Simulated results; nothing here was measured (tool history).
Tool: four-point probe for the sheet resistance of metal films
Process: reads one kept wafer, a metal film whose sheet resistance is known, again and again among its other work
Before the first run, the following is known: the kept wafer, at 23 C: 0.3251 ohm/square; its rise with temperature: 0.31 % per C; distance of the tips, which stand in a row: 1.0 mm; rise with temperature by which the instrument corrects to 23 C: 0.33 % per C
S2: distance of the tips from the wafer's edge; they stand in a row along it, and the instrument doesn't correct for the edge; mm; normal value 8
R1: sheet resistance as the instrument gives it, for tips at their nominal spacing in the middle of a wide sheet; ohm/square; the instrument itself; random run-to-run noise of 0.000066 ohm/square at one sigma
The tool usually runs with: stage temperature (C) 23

run 1 hour=0 | stage_temperature_(C)=23 S2=8 | R1=0.327778
run 2 hour=59.8 | stage_temperature_(C)=23 S2=8 | R1=0.327778
run 3 hour=122.6 | stage_temperature_(C)=23 S2=8 | R1=0.327854
run 4 hour=163 | stage_temperature_(C)=23 S2=8 | R1=0.327862
run 5 hour=214.6 | stage_temperature_(C)=32 S2=8 | R1=0.327258
run 6 hour=242.3 | stage_temperature_(C)=32 S2=8 | R1=0.327179
run 7 hour=303.1 | stage_temperature_(C)=30 S2=8 | R1=0.327325
run 8 hour=346 | stage_temperature_(C)=23 S2=18 | R1=0.325729
run 9 hour=409.5 | stage_temperature_(C)=21 S2=18 | R1=0.325743
run 10 hour=450.4 | stage_temperature_(C)=21 S2=18 | R1=0.32578
run 11 hour=494 | stage_temperature_(C)=34 S2=20 | R1=0.324888
run 12 hour=540 | stage_temperature_(C)=19 S2=18 | R1=0.325941
run 13 hour=592.6 | stage_temperature_(C)=24 S2=5 | R1=0.331831
run 14 hour=649.9 | stage_temperature_(C)=23 S2=25 | R1=0.325394
run 15 hour=683.7 | stage_temperature_(C)=23 S2=25 | R1=0.325347
run 16 hour=719.7 | stage_temperature_(C)=23 S2=7 | R1=0.328694
run 17 hour=763.2 | stage_temperature_(C)=23 S2=16 | R1=0.325827
run 18 hour=825.3 | stage_temperature_(C)=28 S2=4 | R1=0.335367

Alternative continuations, all from the tool just after run 18; predict every row:
run A hour=871.7 | stage_temperature_(C)=24 S2=4 | R1=?
run B hour=871.7 | stage_temperature_(C)=26 S2=3 | R1=?
run C hour=871.7 | stage_temperature_(C)=20 S2=59 | R1=?

run=A R1=0.335584
run=B R1=0.343115
run=C R1=0.325227
Take away the tool's hidden state, keep each run's random variation, and the runs would have read:
run=A R1=0.3356
run=B R1=0.343131
run=C R1=0.325243

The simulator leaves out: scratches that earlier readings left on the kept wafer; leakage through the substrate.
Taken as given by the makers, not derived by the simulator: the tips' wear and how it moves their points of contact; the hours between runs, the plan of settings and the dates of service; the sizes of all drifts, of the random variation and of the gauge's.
